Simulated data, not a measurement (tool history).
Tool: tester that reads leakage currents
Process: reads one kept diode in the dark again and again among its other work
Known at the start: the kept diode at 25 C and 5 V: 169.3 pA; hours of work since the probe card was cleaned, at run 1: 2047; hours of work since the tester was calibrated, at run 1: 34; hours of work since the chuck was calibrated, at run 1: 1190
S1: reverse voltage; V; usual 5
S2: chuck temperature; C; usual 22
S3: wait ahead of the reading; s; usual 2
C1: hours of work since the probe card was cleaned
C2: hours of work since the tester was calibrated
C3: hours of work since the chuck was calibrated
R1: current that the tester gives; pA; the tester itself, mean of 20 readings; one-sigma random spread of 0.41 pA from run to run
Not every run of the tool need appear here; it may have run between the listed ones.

run     day    S1  S2    S3    C1   C2    C3       R1
  1       0     5  22     2  2047   34  1190   153.24
  2  10.042     5  22     2  2155  143  1299   153.52
  3  16.475     5  22     2  2225  213  1368   154.56
  4  28.304  1.47  22     2  2353  340  1496    91.62
  5  35.742  1.47  22     2  2433  421  1577    91.99
  6  46.796  1.47  22     2  2553  540  1696    92.66
  7  55.183     5  54     2  2643  631  1787  1219.96
  8  61.171  9.35  37  0.66  2708  696  1852   565.52
  9  69.683  1.93  35  0.31  2800  788  1944   255.18
 10    78.9  1.93  35  0.31  2900  887  2043   255.72
 11  84.867  1.93  35  0.31  2964  952  2108   257.67

What will run 12 give?
 12  92.662  1.93  35  0.31  3049  1036  2192   ?

Run 12 came out at R1 257.84 pA.
If the tool had no hidden condition, the same run with the same run-to-run variation would have returned R1 232.24 pA.

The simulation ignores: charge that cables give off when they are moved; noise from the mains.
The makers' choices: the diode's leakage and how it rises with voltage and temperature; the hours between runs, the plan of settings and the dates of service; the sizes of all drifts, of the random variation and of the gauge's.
